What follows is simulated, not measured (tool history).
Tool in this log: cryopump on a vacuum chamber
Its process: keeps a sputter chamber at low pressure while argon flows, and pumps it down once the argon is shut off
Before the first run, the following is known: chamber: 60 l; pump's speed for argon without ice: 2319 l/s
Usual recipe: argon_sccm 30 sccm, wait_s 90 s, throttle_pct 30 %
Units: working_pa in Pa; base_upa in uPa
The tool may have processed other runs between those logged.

{"run": 1, "hour": 0.0, "argon_sccm": 30, "wait_s": 90, "throttle_pct": 30, "working_pa": 0.0733, "base_upa": 1.24}
{"run": 2, "hour": 19.7, "argon_sccm": 27, "wait_s": 90, "throttle_pct": 30, "working_pa": 0.067, "base_upa": 1.19}
{"run": 3, "hour": 35.9, "argon_sccm": 27, "wait_s": 90, "throttle_pct": 30, "working_pa": 0.0678, "base_upa": 1.22}
{"run": 4, "hour": 61.8, "argon_sccm": 27, "wait_s": 90, "throttle_pct": 30, "working_pa": 0.0663, "base_upa": 1.22}
{"run": 5, "hour": 78.3, "argon_sccm": 27, "wait_s": 90, "throttle_pct": 30, "working_pa": 0.0671, "base_upa": 1.22}
{"run": 6, "hour": 107.9, "argon_sccm": 30, "wait_s": 90, "throttle_pct": 30, "working_pa": 0.074, "base_upa": 1.22}
{"run": 7, "hour": 135.9, "argon_sccm": 30, "wait_s": 90, "throttle_pct": 30, "working_pa": 0.0752, "base_upa": 1.24}
{"run": 8, "hour": 164.9, "argon_sccm": 30, "wait_s": 90, "throttle_pct": 30, "working_pa": 0.075, "base_upa": 1.18}
{"run": 9, "hour": 191.3, "argon_sccm": 30, "wait_s": 90, "throttle_pct": 30, "working_pa": 0.0744, "base_upa": 1.23}
{"run": 10, "hour": 218.6, "argon_sccm": 30, "wait_s": 90, "throttle_pct": 30, "working_pa": 0.0736, "base_upa": 1.28}
{"run": 11, "hour": 236.8, "argon_sccm": 30, "wait_s": 58, "throttle_pct": 30, "working_pa": 0.0738, "base_upa": 1.65}
{"run": 12, "hour": 264.6, "argon_sccm": 30, "wait_s": 58, "throttle_pct": 30, "working_pa": 0.0743, "base_upa": 1.62}
{"run": 13, "hour": 277.8, "argon_sccm": 30, "wait_s": 58, "throttle_pct": 30, "working_pa": 0.0748, "base_upa": 1.65}
{"run": 14, "hour": 294.4, "argon_sccm": 30, "wait_s": 90, "throttle_pct": 30, "working_pa": 0.0751, "base_upa": 1.22}
{"run": 15, "hour": 319.2, "argon_sccm": 30, "wait_s": 90, "throttle_pct": 30, "working_pa": 0.0744, "base_upa": 1.25}
{"run": 16, "hour": 336.5, "argon_sccm": 30, "wait_s": 90, "throttle_pct": 35, "working_pa": 0.0645, "base_upa": 1.24}
{"run": 17, "hour": 349.4, "argon_sccm": 30, "wait_s": 90, "throttle_pct": 35, "working_pa": 0.064, "base_upa": 1.21}
{"run": 18, "hour": 379.9, "argon_sccm": 30, "wait_s": 76, "throttle_pct": 30, "working_pa": 0.0749, "base_upa": 1.38}
{"run": 19, "hour": 394.9, "argon_sccm": 30, "wait_s": 182, "throttle_pct": 59, "working_pa": 0.0386, "base_upa": 0.9}

For run 20, what comes out?
{"run": 20, "hour": 411.8, "argon_sccm": 29, "wait_s": 90, "throttle_pct": 40, "working_pa": "?", "base_upa": "?"}

working_pa: 0.0542 Pa
base_upa: 1.23 uPa
Minus the tool's unlogged condition, the same run would have read working_pa 0.0521 Pa, base_upa 0.78 uPa.
